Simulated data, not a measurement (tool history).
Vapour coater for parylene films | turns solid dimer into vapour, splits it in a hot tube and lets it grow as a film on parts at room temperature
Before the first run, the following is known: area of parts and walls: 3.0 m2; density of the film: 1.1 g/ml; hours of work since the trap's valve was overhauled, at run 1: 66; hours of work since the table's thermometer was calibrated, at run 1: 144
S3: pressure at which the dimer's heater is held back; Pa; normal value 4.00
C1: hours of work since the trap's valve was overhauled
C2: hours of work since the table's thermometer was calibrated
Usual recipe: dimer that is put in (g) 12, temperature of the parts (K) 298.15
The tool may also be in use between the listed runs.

{"run": 1, "hour": 0.0, "dimer that is put in (g)": 12, "temperature of the parts (K)": 298.15, "S3": 4.0, "C1": 66, "C2": 144, "thickness of the film (nm)": 2650}
{"run": 2, "hour": 58.0, "dimer that is put in (g)": 12, "temperature of the parts (K)": 298.15, "S3": 4.0, "C1": 109, "C2": 186, "thickness of the film (nm)": 2580}
{"run": 3, "hour": 89.3, "dimer that is put in (g)": 12, "temperature of the parts (K)": 298.15, "S3": 4.0, "C1": 131, "C2": 208, "thickness of the film (nm)": 2600}
{"run": 4, "hour": 136.8, "dimer that is put in (g)": 12, "temperature of the parts (K)": 298.15, "S3": 4.0, "C1": 166, "C2": 243, "thickness of the film (nm)": 2590}
{"run": 5, "hour": 165.8, "dimer that is put in (g)": 12, "temperature of the parts (K)": 298.15, "S3": 4.0, "C1": 187, "C2": 264, "thickness of the film (nm)": 2580}
{"run": 6, "hour": 218.9, "dimer that is put in (g)": 12, "temperature of the parts (K)": 298.15, "S3": 4.0, "C1": 225, "C2": 302, "thickness of the film (nm)": 2530}
{"run": 7, "hour": 256.5, "dimer that is put in (g)": 12, "temperature of the parts (K)": 298.15, "S3": 4.0, "C1": 253, "C2": 330, "thickness of the film (nm)": 2480}
{"run": 8, "hour": 288.3, "dimer that is put in (g)": 12, "temperature of the parts (K)": 291.15, "S3": 4.0, "C1": 276, "C2": 353, "thickness of the film (nm)": 3030}
{"run": 9, "hour": 334.8, "dimer that is put in (g)": 12, "temperature of the parts (K)": 291.15, "S3": 4.0, "C1": 309, "C2": 387, "thickness of the film (nm)": 2960}
{"hour": 402.2, "done": "trap's valve overhauled"}
{"run": 10, "hour": 402.2, "dimer that is put in (g)": 12, "temperature of the parts (K)": 291.15, "S3": 4.0, "C1": 0, "C2": 432, "thickness of the film (nm)": 3240}
{"run": 11, "hour": 448.1, "dimer that is put in (g)": 12, "temperature of the parts (K)": 306.15, "S3": 4.0, "C1": 33, "C2": 466, "thickness of the film (nm)": 2090}
{"run": 12, "hour": 501.6, "dimer that is put in (g)": 12, "temperature of the parts (K)": 306.15, "S3": 4.0, "C1": 72, "C2": 505, "thickness of the film (nm)": 2060}
{"run": 13, "hour": 562.4, "dimer that is put in (g)": 12, "temperature of the parts (K)": 306.15, "S3": 4.0, "C1": 116, "C2": 549, "thickness of the film (nm)": 2070}
{"run": 14, "hour": 614.7, "dimer that is put in (g)": 12, "temperature of the parts (K)": 298.15, "S3": 10.86, "C1": 154, "C2": 587, "thickness of the film (nm)": 2170}
{"run": 15, "hour": 678.0, "dimer that is put in (g)": 12, "temperature of the parts (K)": 298.15, "S3": 10.86, "C1": 200, "C2": 633, "thickness of the film (nm)": 2180}
{"run": 16, "hour": 717.7, "dimer that is put in (g)": 19, "temperature of the parts (K)": 298.15, "S3": 3.0, "C1": 229, "C2": 661, "thickness of the film (nm)": 4210}
{"run": 17, "hour": 761.0, "dimer that is put in (g)": 19, "temperature of the parts (K)": 298.15, "S3": 3.0, "C1": 260, "C2": 693, "thickness of the film (nm)": 4140}
{"run": 18, "hour": 794.4, "dimer that is put in (g)": 16, "temperature of the parts (K)": 298.15, "S3": 4.45, "C1": 285, "C2": 717, "thickness of the film (nm)": 3200}
{"run": 19, "hour": 859.6, "dimer that is put in (g)": 5, "temperature of the parts (K)": 300.15, "S3": 10.8, "C1": 332, "C2": 764, "thickness of the film (nm)": 800}
{"hour": 892.6, "done": "trap's valve overhauled"}
{"run": 20, "hour": 894.7, "dimer that is put in (g)": 5, "temperature of the parts (K)": 300.15, "S3": 10.8, "C1": 2, "C2": 787, "thickness of the film (nm)": 880}
{"run": 21, "hour": 940.4, "dimer that is put in (g)": 22, "temperature of the parts (K)": 293.15, "S3": 6.12, "C1": 35, "C2": 820, "thickness of the film (nm)": 5170}
{"run": 22, "hour": 985.8, "dimer that is put in (g)": 15, "temperature of the parts (K)": 298.15, "S3": 9.94, "C1": 68, "C2": 853, "thickness of the film (nm)": 2830}
{"run": 23, "hour": 1039.2, "dimer that is put in (g)": 14, "temperature of the parts (K)": 296.15, "S3": 3.66, "C1": 106, "C2": 892, "thickness of the film (nm)": 3230}
{"run": 24, "hour": 1084.7, "dimer that is put in (g)": 14, "temperature of the parts (K)": 300.15, "S3": 3.66, "C1": 139, "C2": 925, "thickness of the film (nm)": 2870}

Run 25 is up next; what results do you expect?
{"run": 25, "hour": 1138.2, "dimer that is put in (g)": 14, "temperature of the parts (K)": 301.15, "S3": 7.35, "C1": 178, "C2": 963, "thickness of the film (nm)": "?"}

Run 25 measured thickness of the film (nm) 2440.
With no hidden state in the tool, this same run would have given thickness of the film (nm) 2630.
